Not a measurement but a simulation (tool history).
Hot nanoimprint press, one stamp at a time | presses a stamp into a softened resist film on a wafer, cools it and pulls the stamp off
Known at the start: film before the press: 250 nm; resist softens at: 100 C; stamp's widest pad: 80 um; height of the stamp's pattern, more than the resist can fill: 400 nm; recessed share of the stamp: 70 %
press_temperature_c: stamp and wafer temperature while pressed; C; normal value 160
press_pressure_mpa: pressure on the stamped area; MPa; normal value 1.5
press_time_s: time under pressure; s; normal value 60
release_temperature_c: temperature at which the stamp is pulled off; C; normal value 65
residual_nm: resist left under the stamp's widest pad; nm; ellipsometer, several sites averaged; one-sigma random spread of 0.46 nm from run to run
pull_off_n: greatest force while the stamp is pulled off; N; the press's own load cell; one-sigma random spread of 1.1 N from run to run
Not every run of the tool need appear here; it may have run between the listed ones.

run,hour,press_temperature_c,press_pressure_mpa,press_time_s,release_temperature_c,residual_nm,pull_off_n
1,0,160,1.5,60,65,115.7,100
2,9.2,160,1.5,60,65,116.6,102
3,18.4,152,1.5,60,65,170.7,100
4,23.2,152,1.5,60,65,170.6,101
5,30,160,1.78,60,65,105.2,100
6,37.8,160,1.5,60,50,114.8,115
7,44.9,160,1.5,60,50,115.6,118
8,49.5,160,1.5,55,65,118.1,101
9,55.9,160,1.5,55,65,118.1,101
# hour 65.3: stamp cleaned and given a new release coat
10,68,160,1.5,55,65,117.2,99
11,76.7,160,2.04,60,65,97.4,99
12,81.3,156,2.04,60,65,120.7,99
13,87.7,156,2.04,60,65,120.6,101
14,94.3,159,1.5,60,65,119.8,102
15,101.8,159,1.5,60,65,119.9,101

For run 16, what comes out?
# hour 107: gauge calibrated
16,107.1,159,1.5,36,65,?,?

Run 16 produced residual_nm 143.9 nm, pull_off_n 99 N.
If the tool had no hidden condition, the same run with the same run-to-run variation would have returned residual_nm 143.7 nm, pull_off_n 99 N.
